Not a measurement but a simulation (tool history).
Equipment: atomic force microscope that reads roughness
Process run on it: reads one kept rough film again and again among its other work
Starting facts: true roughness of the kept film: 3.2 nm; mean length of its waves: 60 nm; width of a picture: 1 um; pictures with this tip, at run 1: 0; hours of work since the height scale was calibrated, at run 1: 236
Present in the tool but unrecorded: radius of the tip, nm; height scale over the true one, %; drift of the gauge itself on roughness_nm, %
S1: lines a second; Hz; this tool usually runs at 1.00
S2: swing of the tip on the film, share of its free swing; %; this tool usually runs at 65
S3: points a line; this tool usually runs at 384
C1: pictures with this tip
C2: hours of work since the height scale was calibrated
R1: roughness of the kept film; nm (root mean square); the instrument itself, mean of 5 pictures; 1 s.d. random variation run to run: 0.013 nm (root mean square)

run    hour    S1  S2   S3   C1    C2     R1
  1     0.0  1.00  65  384    0   236  3.082
       54.2  -- new tip fitted
  2    54.2  1.00  65  384    0   277  3.077
  3    83.1  1.00  65  360   71   300  3.005
      111.2  -- new tip fitted
  4   129.4  1.00  65  360   45   335  3.045
      164.9  -- new tip fitted
  5   167.8  1.00  65  384    7   364  3.047
  6   197.2  1.00  65  384   79   387  3.010
      218.6  -- new tip fitted
  7   256.6  1.00  72  384   93   433  2.983
      273.5  -- new tip fitted
  8   310.5  1.00  72  384   91   474  2.971
      325.8  -- new tip fitted
  9   352.1  1.00  72  384   64   506  2.974
      379.2  -- new tip fitted
 10   393.3  1.00  65  638   35   537  3.053
      432.8  -- new tip fitted
 11   455.7  1.00  65  638   56   585  3.033
      484.6  -- new tip fitted
 12   497.4  1.00  65  359   31   617  3.034
      538.7  -- new tip fitted
 13   560.1  1.00  65  359   52   665  3.046
      590.8  -- new tip fitted
 14   621.8  1.00  65  359   76   712  3.003
      644.9  -- new tip fitted
 15   669.5  1.00  65  384   60   748  3.025
      697.5  -- new tip fitted
 16   721.3  1.00  87  384   58   788  2.899
      753.0  -- new tip fitted
 17   771.9  1.00  84  384   46   827  2.919
      805.0  -- new tip fitted
 18   806.8  1.00  84  384    4   853  2.969
      862.0  -- new tip fitted
 19   865.3  1.00  65  384    8   898  3.090
 20   910.9  1.69  69  384  120   933  2.895
      915.8  -- new tip fitted
 21   943.8  1.69  69  384   68   958  2.969
      970.0  -- new tip fitted
 22   972.7  3.29  56  399    7   980  3.039
 23  1008.8  1.00  81  271   95  1008  2.901
     1025.8  -- new tip fitted
 24  1063.5  3.69  68  424   93  1050  2.770
     1077.6  -- new tip fitted
 25  1096.7  0.99  73  384   47  1075  2.998
     1130.3  -- new tip fitted
 26  1147.2  0.99  73  384   41  1114  3.006
     1183.4  -- new tip fitted
 27  1207.7  3.60  60  565   59  1160  2.937
     1239.2  -- new tip fitted
 28  1241.0  3.60  60  565    4  1185  2.984
 29  1283.8  0.60  65  384  109  1218  3.000
     1292.2  -- new tip fitted
 30  1334.3  0.60  65  384  103  1257  3.009
     1346.5  -- new tip fitted
 31  1362.0  0.68  64  284   38  1278  3.074
 32  1397.3  0.68  64  284  125  1305  3.002
     1402.7  -- new tip fitted
 33  1424.4  1.00  89  622   54  1326  2.890
     1456.7  -- new tip fitted
 34  1459.2  2.05  71  731    7  1352  2.964
 35  1485.7  1.69  65  743   72  1373  2.983
     1508.7  -- new tip fitted
 36  1542.8  1.69  65  743   83  1416  2.992
     1561.8  -- new tip fitted
 37  1573.6  0.57  61  892   29  1440  3.110

Consider 4 possible next runs. They are alternatives, not a sequence: every one starts from the tool as it was left by run 37. What does each give?
     1614.4  -- new tip fitted
  A  1628.2  2.99  61  892  34  1482   ?
     1614.4  -- new tip fitted
  B  1628.2  3.05  72  645  34  1482   ?
     1614.4  -- new tip fitted
  C  1628.2  0.73  83  304  34  1482   ?
     1614.4  -- new tip fitted
  D  1628.2  2.99  61  379  34  1482   ?

run     R1
  A  3.007
  B  2.817
  C  3.001
  D  2.971
Without the tool's hidden state the same runs would have given:
run     R1
  A  3.009
  B  2.819
  C  3.003
  D  2.973
